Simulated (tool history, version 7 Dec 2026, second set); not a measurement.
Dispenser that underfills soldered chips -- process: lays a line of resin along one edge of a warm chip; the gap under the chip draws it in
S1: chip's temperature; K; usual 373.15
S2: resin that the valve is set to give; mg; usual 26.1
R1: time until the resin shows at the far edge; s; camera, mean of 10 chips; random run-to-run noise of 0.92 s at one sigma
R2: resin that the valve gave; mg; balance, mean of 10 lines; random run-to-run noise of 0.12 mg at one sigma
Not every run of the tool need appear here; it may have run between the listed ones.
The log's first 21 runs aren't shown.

run	hour	S1	S2	R1	R2
22	210.8	369.15	28	207.8	27.26
# hour 216.3: new syringe of resin
23	220	369.15	28	133	27.12
24	226.8	365.15	31.3	228.3	30.61
# hour 232.9: new syringe of resin
25	240.7	365.15	31.3	206.7	30.13
# hour 250: new syringe of resin
26	250.5	365.15	31.3	131.5	30.23
27	262.7	365.15	31.3	256.6	30.25
# hour 266.8: new syringe of resin
28	276.4	384.15	25.9	95.6	24.95
29	282.3	366.15	24.5	307.9	23.45
# hour 283.8: new syringe of resin
30	296.9	374.15	31.2	178.8	29.78
# hour 301: new syringe of resin
31	306.3	382.15	26	85.8	24.72
# hour 317.3: new syringe of resin
32	318.3	382.15	26	68.5	24.51
# hour 324.7: dispensing valve cleaned and set on the balance
33	330	368.15	24.2	232.4	24.09
# hour 335.5: new syringe of resin
34	340.9	368.15	24.2	164.7	24.1

Branching from run 34: 3 alternative next runs. What would each branch give?
# hour 352.8: new syringe of resin
A	354.2	363.15	31.2	?	?
# hour 352.8: new syringe of resin
B	354.2	386.15	24.5	?	?
# hour 352.8: new syringe of resin
C	354.2	379.15	31.2	?	?

run	R1	R2
A	154.1	31.35
B	56.7	24.18
C	73.1	30.8
What these runs would have given with no unlogged condition in the tool:
run	R1	R2
A	134.3	31.63
B	49.8	24.4
C	64.2	31.07

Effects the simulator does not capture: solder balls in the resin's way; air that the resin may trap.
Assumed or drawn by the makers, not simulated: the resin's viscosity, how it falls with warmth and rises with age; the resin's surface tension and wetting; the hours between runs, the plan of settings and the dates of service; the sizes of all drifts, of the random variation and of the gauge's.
